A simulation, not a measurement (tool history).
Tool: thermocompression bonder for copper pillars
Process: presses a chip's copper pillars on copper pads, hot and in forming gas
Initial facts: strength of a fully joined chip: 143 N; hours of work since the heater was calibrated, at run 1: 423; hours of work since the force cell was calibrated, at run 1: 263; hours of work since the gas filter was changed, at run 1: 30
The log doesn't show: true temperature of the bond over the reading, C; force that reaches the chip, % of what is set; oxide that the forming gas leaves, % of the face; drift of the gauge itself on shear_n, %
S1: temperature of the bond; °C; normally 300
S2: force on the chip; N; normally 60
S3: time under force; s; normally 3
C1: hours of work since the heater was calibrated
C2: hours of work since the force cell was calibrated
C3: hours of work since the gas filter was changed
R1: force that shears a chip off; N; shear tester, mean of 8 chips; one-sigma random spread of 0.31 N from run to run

run	day	S1	S2	S3	C1	C2	C3	R1
1	0	300	60	3	423	263	30	79.9
2	0.671	300	60	3	436	276	43	79.9
3	1.246	300	60	3	447	287	53	80
4	1.883	300	60	3	459	299	65	79.8
5	2.521	300	60	3	471	311	78	79.3
6	2.958	290	60	3	479	319	86	73.2
7	3.512	290	60	3	489	329	96	72.7
8	3.912	290	60	3	497	337	104	73.1
9	4.246	300	60	3	503	343	110	80.1
# day 4.758: forming gas filter changed
10	4.95	300	60	3	516	356	4	80.1
11	5.271	300	60	3	522	362	10	80.1
12	5.954	300	60	3	535	375	23	79.7
13	6.429	300	63	3	544	384	32	82.8
14	6.717	300	63	3	550	389	37	83
15	7.296	300	63	3	561	400	48	82.9
16	7.9	300	63	3	572	412	59	83
17	8.575	300	76	3	585	425	72	94.5
18	9.058	300	76	3	594	434	81	95.2
19	9.629	300	76	3	605	445	92	95
20	10.162	300	76	3	615	455	102	95.4
21	10.579	300	76	3	622	462	110	95.3
22	10.988	300	73	3	630	470	118	92.5
# day 11.071: forming gas filter changed
23	11.617	300	73	3	642	482	10	92.9
24	12.125	271	60	3	651	491	20	60.2
25	12.788	300	60	2	664	504	32	70.8
26	13.267	329	38	7	673	513	42	94.9
27	13.654	300	82	3	680	520	49	100.5
28	14.121	300	82	3	689	529	58	100.7
29	14.583	300	82	3	698	538	66	99.8
30	15.15	300	82	3	708	548	77	100.5
31	15.683	291	60	2	718	558	87	64.9
# day 16.108: heater calibrated with a thermocouple chip
32	16.404	291	60	2	6	570	99	64.5
33	16.933	301	68	3	16	580	109	89.2
34	17.362	273	60	3	24	589	117	62.2
# day 17.467: forming gas filter changed
35	17.933	273	60	3	34	599	9	62.3
36	18.612	323	46	4	47	612	22	89.2
# day 18.95: gauge calibrated
37	19.225	300	47	3	58	623	33	65.7
38	19.829	294	60	3	70	635	45	75.4
39	20.521	290	60	3	83	648	58	72.7

Hidden condition of the tool, last listed run before each entry between runs versus first listed run after:
Between runs 9 and 10: forming gas filter changed (day 4.758)
  oxide that the forming gas leaves, % of the face: 0.72 -> 0.51; drift of the gauge itself on shear_n, %: 0.66 -> 0.77
  the result without the hidden state subtracted from the measured one, R1: +0.5 -> +0.7 N
Between runs 22 and 23: forming gas filter changed (day 11.071)
  force that reaches the chip, % of what is set: 100.1 -> 100.2; oxide that the forming gas leaves, % of the face: 0.74 -> 0.52; drift of the gauge itself on shear_n, %: 1.71 -> 1.81
  the result without the hidden state subtracted from the measured one, R1: +1.5 -> +1.8 N
Between runs 31 and 32: heater calibrated with a thermocouple chip (day 16.108)
  true temperature of the bond over the reading, C: 0.1 -> 0; oxide that the forming gas leaves, % of the face: 0.68 -> 0.71; drift of the gauge itself on shear_n, %: 2.44 -> 2.54
  the result without the hidden state subtracted from the measured one, R1: +1.5 -> +1.6 N
Between runs 34 and 35: forming gas filter changed (day 17.467)
  oxide that the forming gas leaves, % of the face: 0.75 -> 0.52; drift of the gauge itself on shear_n, %: 2.69 -> 2.78
  the result without the hidden state subtracted from the measured one, R1: +1.6 -> +1.8 N
Between runs 36 and 37: gauge calibrated (day 18.95)
  oxide that the forming gas leaves, % of the face: 0.55 -> 0.57; drift of the gauge itself on shear_n, %: 2.89 -> 0.04
  the result without the hidden state subtracted from the measured one, R1: +2.6 -> +0.1 N
